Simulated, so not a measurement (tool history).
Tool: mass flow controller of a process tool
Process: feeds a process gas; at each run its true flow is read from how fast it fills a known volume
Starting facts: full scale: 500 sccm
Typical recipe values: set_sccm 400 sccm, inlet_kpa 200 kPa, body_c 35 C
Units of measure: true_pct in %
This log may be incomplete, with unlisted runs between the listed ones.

run 1 hour=0 | set_sccm=400 inlet_kpa=200 body_c=35 | true_pct=98.64
run 2 hour=142.9 | set_sccm=400 inlet_kpa=200 body_c=35 | true_pct=98.76
run 3 hour=365.7 | set_sccm=400 inlet_kpa=200 body_c=35 | true_pct=98.73
run 4 hour=515.6 | set_sccm=400 inlet_kpa=200 body_c=35 | true_pct=98.61
run 5 hour=653.3 | set_sccm=400 inlet_kpa=200 body_c=35 | true_pct=98.64
run 6 hour=871.7 | set_sccm=400 inlet_kpa=200 body_c=35 | true_pct=98.51
run 7 hour=1131.4 | set_sccm=89 inlet_kpa=266 body_c=21 | true_pct=97.86
run 8 hour=1383.8 | set_sccm=89 inlet_kpa=266 body_c=21 | true_pct=97.6
-- hour=1407.9 controller's zero set anew
run 9 hour=1545.2 | set_sccm=291 inlet_kpa=266 body_c=21 | true_pct=98.55
run 10 hour=1693.9 | set_sccm=291 inlet_kpa=266 body_c=21 | true_pct=98.48
run 11 hour=1850.7 | set_sccm=170 inlet_kpa=142 body_c=30 | true_pct=98.2
run 12 hour=2067 | set_sccm=403 inlet_kpa=194 body_c=27 | true_pct=98.81

Measured less the same run without the tool's hidden state. The same run-to-run variation is in both; the gauge's scatter may not be:
The hidden state here: flow at rest that the sensor doesn't see, % of full scale; true flow over the shown one, %; drift of the gauge itself on true_pct, %.
run=1 true_pct=-0.39
run=2 true_pct=-0.43
run=3 true_pct=-0.49
run=4 true_pct=-0.53
run=5 true_pct=-0.56
run=6 true_pct=-0.62
run=7 true_pct=-1.61
run=8 true_pct=-1.75
run=9 true_pct=-1.07
run=10 true_pct=-1.11
run=11 true_pct=-1.59
run=12 true_pct=-1.04
